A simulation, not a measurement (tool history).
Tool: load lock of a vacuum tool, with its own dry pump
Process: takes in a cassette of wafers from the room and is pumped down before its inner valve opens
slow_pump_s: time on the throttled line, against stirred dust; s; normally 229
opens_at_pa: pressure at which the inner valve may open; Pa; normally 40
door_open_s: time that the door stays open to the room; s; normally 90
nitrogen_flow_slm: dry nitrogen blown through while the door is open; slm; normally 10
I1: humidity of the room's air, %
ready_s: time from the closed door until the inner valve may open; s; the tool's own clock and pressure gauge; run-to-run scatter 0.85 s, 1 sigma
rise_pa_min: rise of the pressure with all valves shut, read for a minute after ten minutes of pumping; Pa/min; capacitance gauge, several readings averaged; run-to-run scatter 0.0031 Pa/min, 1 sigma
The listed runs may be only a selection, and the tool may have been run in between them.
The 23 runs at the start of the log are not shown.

run 24 hour=2055.0 | slow_pump_s=115 opens_at_pa=67 door_open_s=172 nitrogen_flow_slm=9 | I1=42.9 | ready_s=250.3 rise_pa_min=0.106
run 25 hour=2113.7 | slow_pump_s=306 opens_at_pa=45 door_open_s=226 nitrogen_flow_slm=11 | I1=45.5 | ready_s=408.1 rise_pa_min=0.121
run 26 hour=2188.2 | slow_pump_s=285 opens_at_pa=40 door_open_s=76 nitrogen_flow_slm=10 | I1=44.8 | ready_s=394.3 rise_pa_min=0.061
run 27 hour=2282.7 | slow_pump_s=145 opens_at_pa=40 door_open_s=90 nitrogen_flow_slm=13 | I1=45.5 | ready_s=283.8 rise_pa_min=0.068
run 28 hour=2392.3 | slow_pump_s=145 opens_at_pa=43 door_open_s=90 nitrogen_flow_slm=37 | I1=46.2 | ready_s=284.3 rise_pa_min=0.041
run 29 hour=2480.1 | slow_pump_s=145 opens_at_pa=52 door_open_s=177 nitrogen_flow_slm=37 | I1=43.8 | ready_s=278.8 rise_pa_min=0.058
run 30 hour=2594.9 | slow_pump_s=229 opens_at_pa=70 door_open_s=33 nitrogen_flow_slm=10 | I1=42.7 | ready_s=336.2 rise_pa_min=0.043
run 31 hour=2666.7 | slow_pump_s=311 opens_at_pa=40 door_open_s=76 nitrogen_flow_slm=28 | I1=44.9 | ready_s=412.7 rise_pa_min=0.044
run 32 hour=2756.3 | slow_pump_s=244 opens_at_pa=40 door_open_s=90 nitrogen_flow_slm=4 | I1=42.4 | ready_s=363.9 rise_pa_min=0.083
run 33 hour=2847.5 | slow_pump_s=229 opens_at_pa=40 door_open_s=149 nitrogen_flow_slm=10 | I1=46.2 | ready_s=350.0 rise_pa_min=0.099
run 34 hour=2942.0 | slow_pump_s=229 opens_at_pa=33 door_open_s=83 nitrogen_flow_slm=34 | I1=44.9 | ready_s=353.1 rise_pa_min=0.045
run 35 hour=3048.5 | slow_pump_s=134 opens_at_pa=40 door_open_s=87 nitrogen_flow_slm=14 | I1=46.0 | ready_s=276.5 rise_pa_min=0.063
run 36 hour=3153.5 | slow_pump_s=199 opens_at_pa=58 door_open_s=42 nitrogen_flow_slm=30 | I1=43.8 | ready_s=319.9 rise_pa_min=0.036

Run 37, settings as shown, results not yet in. Your forecast:
run 37 hour=3212.7 | slow_pump_s=229 opens_at_pa=40 door_open_s=25 nitrogen_flow_slm=10 | I1=45.7 | ready_s=? rise_pa_min=?

ready_s: 352.3 s
rise_pa_min: 0.039 Pa/min
If the tool had no hidden condition, the same run with the same run-to-run variation would have returned ready_s 340.5 s, rise_pa_min 0.020 Pa/min.

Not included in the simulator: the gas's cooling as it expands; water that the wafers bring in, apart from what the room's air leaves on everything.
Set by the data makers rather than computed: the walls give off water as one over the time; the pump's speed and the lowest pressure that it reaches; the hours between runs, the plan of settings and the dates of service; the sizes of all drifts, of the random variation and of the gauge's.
